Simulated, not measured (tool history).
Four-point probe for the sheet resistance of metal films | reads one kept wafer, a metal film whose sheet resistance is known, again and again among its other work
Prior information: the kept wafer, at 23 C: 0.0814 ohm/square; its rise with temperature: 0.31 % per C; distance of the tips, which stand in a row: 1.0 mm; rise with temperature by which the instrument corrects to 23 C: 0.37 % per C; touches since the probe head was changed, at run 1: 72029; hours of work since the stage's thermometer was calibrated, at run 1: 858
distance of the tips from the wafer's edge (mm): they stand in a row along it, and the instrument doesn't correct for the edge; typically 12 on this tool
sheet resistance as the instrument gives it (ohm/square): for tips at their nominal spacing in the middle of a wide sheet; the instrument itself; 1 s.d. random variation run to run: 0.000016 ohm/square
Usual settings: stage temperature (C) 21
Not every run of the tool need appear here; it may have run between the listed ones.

run	day	stage temperature (C)	distance of the tips from the wafer's edge (mm)	touches since the probe head was changed	hours of work since the stage's thermometer was calibrated	sheet resistance as the instrument gives it (ohm/square)
1	0.000	21	12	72029	858	0.081818
2	1.125	21	12	73372	873	0.081833
3	2.738	21	12	75304	896	0.081798
4	4.833	21	5	77806	925	0.083222
5	7.312	25	12	80769	960	0.081600
6	8.875	25	6	82638	982	0.082463
7	10.821	21	12	84968	1009	0.081818
8	13.554	21	12	88233	1047	0.081809
9	16.346	21	12	91568	1086	0.081809
10	18.850	21	12	94561	1121	0.081825
11	20.771	21	12	96862	1148	0.081754
12	22.167	21	12	98527	1168	0.081790
13	24.096	21	12	100837	1195	0.081786
14	26.338	21	12	103516	1226	0.081775
15	27.808	21	4	105273	1247	0.084133
16	29.433	21	12	107215	1270	0.081801
17	32.221	21	12	110547	1309	0.081816
18	33.354	21	12	111903	1324	0.081802
19	35.100	23	10	113988	1349	0.081839
20	37.683	20	15	117080	1385	0.081738
21	40.192	27	15	120076	1420	0.081367
22	42.825	18	65	123225	1457	0.081652
23	45.388	18	65	126286	1493	0.081623
24	46.721	25	3	127882	1511	0.085887

For run 25, what comes out?
25	49.396	19	3	131078	1549	?

Run 25 yielded sheet resistance as the instrument gives it (ohm/square) 0.086167.
With the hidden condition absent and the run-to-run variation left alone, this run would have shown sheet resistance as the instrument gives it (ohm/square) 0.086173.

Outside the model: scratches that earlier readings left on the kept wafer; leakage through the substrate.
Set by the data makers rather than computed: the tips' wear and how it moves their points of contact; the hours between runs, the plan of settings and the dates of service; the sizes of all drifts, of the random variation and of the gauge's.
